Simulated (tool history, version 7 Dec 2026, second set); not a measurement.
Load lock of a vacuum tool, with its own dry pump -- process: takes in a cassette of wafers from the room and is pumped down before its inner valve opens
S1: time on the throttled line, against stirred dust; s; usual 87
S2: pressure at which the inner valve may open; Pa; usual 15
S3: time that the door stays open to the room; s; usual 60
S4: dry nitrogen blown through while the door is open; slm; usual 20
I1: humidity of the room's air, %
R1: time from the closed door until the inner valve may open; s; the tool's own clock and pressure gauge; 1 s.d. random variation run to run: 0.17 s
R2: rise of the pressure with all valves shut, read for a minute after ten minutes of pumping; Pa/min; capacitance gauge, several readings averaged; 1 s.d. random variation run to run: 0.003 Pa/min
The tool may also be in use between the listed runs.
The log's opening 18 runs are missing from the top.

run 19 hour=1316.7 | S1=87 S2=15 S3=60 S4=20 | I1=46.3 | R1=117.3 R2=0.162
run 20 hour=1391.5 | S1=87 S2=11 S3=116 S4=20 | I1=45.1 | R1=118.7 R2=0.172
run 21 hour=1485.2 | S1=72 S2=16 S3=145 S4=6 | I1=46.2 | R1=103.7 R2=0.200
run 22 hour=1578.4 | S1=72 S2=16 S3=145 S4=6 | I1=43.9 | R1=103.5 R2=0.201
run 23 hour=1625.4 | S1=87 S2=19 S3=105 S4=20 | I1=48.1 | R1=115.8 R2=0.184
run 24 hour=1699.1 | S1=87 S2=12 S3=129 S4=43 | I1=46.4 | R1=118.2 R2=0.170
run 25 hour=1759.2 | S1=87 S2=12 S3=129 S4=43 | I1=46.0 | R1=118.3 R2=0.182
run 26 hour=1850.9 | S1=150 S2=21 S3=51 S4=28 | I1=46.0 | R1=171.6 R2=0.183
run 27 hour=1896.6 | S1=125 S2=15 S3=138 S4=7 | I1=39.9 | R1=151.1 R2=0.204
run 28 hour=1937.3 | S1=125 S2=15 S3=53 S4=13 | I1=44.8 | R1=151.1 R2=0.197
run 29 hour=2028.0 | S1=109 S2=15 S3=120 S4=20 | I1=46.8 | R1=136.7 R2=0.204
run 30 hour=2090.3 | S1=109 S2=15 S3=120 S4=20 | I1=46.4 | R1=136.8 R2=0.199
run 31 hour=2181.2 | S1=87 S2=12 S3=101 S4=44 | I1=46.0 | R1=118.5 R2=0.194
run 32 hour=2235.0 | S1=87 S2=15 S3=64 S4=5 | I1=43.2 | R1=117.2 R2=0.215
run 33 hour=2324.8 | S1=64 S2=14 S3=64 S4=5 | I1=46.5 | R1=97.0 R2=0.222
run 34 hour=2375.2 | S1=61 S2=29 S3=212 S4=9 | I1=46.4 | R1=91.2 R2=0.244
run 35 hour=2451.2 | S1=86 S2=15 S3=54 S4=26 | I1=46.5 | R1=116.4 R2=0.215
run 36 hour=2542.8 | S1=87 S2=27 S3=60 S4=20 | I1=43.1 | R1=114.6 R2=0.216
run 37 hour=2610.0 | S1=87 S2=27 S3=60 S4=20 | I1=44.4 | R1=114.8 R2=0.217

What if the next run were any one of these 3? Each begins from the tool's condition after run 37:
run A hour=2658.1 | S1=87 S2=18 S3=60 S4=20 | I1=44.4 | R1=? R2=?
run B hour=2658.1 | S1=53 S2=27 S3=60 S4=8 | I1=47.1 | R1=? R2=?
run C hour=2658.1 | S1=87 S2=27 S3=173 S4=17 | I1=44.5 | R1=? R2=?

run=A R1=116.6 R2=0.224
run=B R1=84.5 R2=0.234
run=C R1=114.8 R2=0.234
With no hidden state in the tool, these same runs would have given:
run=A R1=114.9 R2=0.023
run=B R1=82.7 R2=0.035
run=C R1=113.2 R2=0.036

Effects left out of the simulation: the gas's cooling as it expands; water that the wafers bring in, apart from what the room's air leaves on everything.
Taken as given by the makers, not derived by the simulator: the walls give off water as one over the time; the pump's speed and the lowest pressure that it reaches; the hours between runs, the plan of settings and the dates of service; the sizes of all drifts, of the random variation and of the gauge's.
